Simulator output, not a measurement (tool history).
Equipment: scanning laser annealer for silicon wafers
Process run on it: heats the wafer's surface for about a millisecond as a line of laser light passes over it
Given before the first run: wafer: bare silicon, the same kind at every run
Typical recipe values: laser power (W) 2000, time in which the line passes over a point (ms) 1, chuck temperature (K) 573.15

run,hour,laser power (W),time in which the line passes over a point (ms),chuck temperature (K),highest temperature of the surface (K)
1,0,2000,1,573.15,1329.15
2,51.5,2000,1,573.15,1325.15
3,110.6,2000,1,573.15,1323.15
4,188.1,2000,1,573.15,1320.15
# hour 228.3: window over the wafer cleaned
5,254.7,2000,1.22,573.15,1436.15
6,331.2,2000,1.22,573.15,1434.15
7,368.4,2000,1.22,573.15,1431.15
8,410.1,1814,1,573.15,1268.15
# hour 454.6: optics aligned, line set to its width
9,456.4,1814,1,573.15,1272.15
10,512.1,1777,1,573.15,1262.15
11,547.7,1777,1,573.15,1261.15
12,601.1,1947,1,573.15,1319.15
13,648.4,2000,1,573.15,1337.15
14,681.5,2000,1,573.15,1337.15
15,748.1,2000,1,573.15,1335.15
16,807.9,2000,0.96,573.15,1311.15
# hour 820.9: window over the wafer cleaned
17,887.5,2180,1,573.15,1419.15
18,967.3,2000,1,573.15,1346.15
19,1009.5,2000,1,573.15,1344.15
20,1047.2,2000,1,573.15,1344.15
21,1114.2,2000,1,573.15,1341.15
22,1176.5,2002,1,573.15,1337.15
23,1242.9,2002,1,573.15,1333.15

Run 24 comes next. What will it give?
24,1285.6,2132,0.75,547.15,?

{"run 24": {"highest temperature of the surface (K)": 1230.15}}
With no hidden state in the tool, this same run would have given highest temperature of the surface (K) 1254.15.

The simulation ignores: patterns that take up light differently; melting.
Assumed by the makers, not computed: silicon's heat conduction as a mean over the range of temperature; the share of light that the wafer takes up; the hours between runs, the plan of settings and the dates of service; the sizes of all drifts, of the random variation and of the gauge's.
